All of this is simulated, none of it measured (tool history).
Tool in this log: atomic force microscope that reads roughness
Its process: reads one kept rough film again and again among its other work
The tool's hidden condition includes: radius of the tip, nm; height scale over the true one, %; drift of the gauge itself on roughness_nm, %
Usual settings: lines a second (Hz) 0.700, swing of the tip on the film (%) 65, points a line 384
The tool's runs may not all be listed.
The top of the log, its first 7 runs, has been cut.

run     day  lines a second (Hz)  swing of the tip on the film (%)  points a line  pictures with this tip  hours of work since the height scale was calibrated  roughness of the kept film (nm (root mean square))
  8  13.579                0.700                                65            384                      86                                                  378                                               4.080
  9  14.900                0.700                                65            384                     128                                                  393                                               3.954
 10  17.592                2.239                                65            384                     213                                                  424                                               3.572
 11  19.512                0.700                                65            384                     273                                                  447                                               3.552
     20.079  -- new tip fitted
 12  22.488                0.700                                65            384                      76                                                  481                                               4.145
 13  24.188                0.700                                65            384                     129                                                  501                                               3.973
 14  25.525                0.700                                65            384                     171                                                  516                                               3.847
 15  28.479                0.700                                65            384                     264                                                  551                                               3.554
     29.392  -- new tip fitted
 16  30.479                0.700                                65            843                      35                                                  574                                               4.234
 17  33.246                2.645                                78            843                     122                                                  606                                               3.558
 18  34.529                0.895                                71            384                     162                                                  621                                               3.767
 19  36.512                0.895                                71            384                     224                                                  644                                               3.610
 20  38.071                0.895                                71            384                     273                                                  662                                               3.489
     38.704  -- new tip fitted
 21  40.017                0.664                                65            283                      41                                                  685                                               4.226
 22  41.804                0.989                                77            384                      97                                                  706                                               3.918
 23  44.767                0.700                                80            384                     190                                                  740                                               3.660
 24  46.533                2.075                                84            343                     246                                                  761                                               3.199
     47.983  -- new tip fitted
 25  48.125                2.075                                84            343                       4                                                  779                                               3.885
 26  50.350                2.075                                59            588                      74                                                  805                                               4.041
 27  52.917                2.856                                60           1002                     155                                                  835                                               3.778
 28  55.279                2.019                                61            479                     229                                                  862                                               3.589
 29  57.079                1.633                                65            350                     286                                                  883                                               3.421
     57.354  -- new tip fitted
 30  60.192                1.666                                65            416                      89                                                  919                                               3.982
 31  61.646                1.666                                65            416                     135                                                  936                                               3.807
 32  63.696                1.710                                61            955                     199                                                  960                                               3.669

What if the next run were any one of these 5? Each begins from the tool's condition after run 32:
  A  65.200                1.295                                75            384                     247                                                  978                                                   ?
  B  65.200                0.700                                65            379                     247                                                  978                                                   ?
  C  65.200                0.653                                80            384                     247                                                  978                                                   ?
  D  65.200                1.710                                81            955                     247                                                  978                                                   ?
  E  65.200                0.700                                65            555                     247                                                  978                                                   ?

run  roughness of the kept film (nm (root mean square))
  A                                               3.450
  B                                               3.593
  C                                               3.515
  D                                               3.299
  E                                               3.610
With the hidden condition removed and each run's random variation left untouched, the same runs would have given:
run  roughness of the kept film (nm (root mean square))
  A                                               4.264
  B                                               4.440
  C                                               4.348
  D                                               4.079
  E                                               4.465
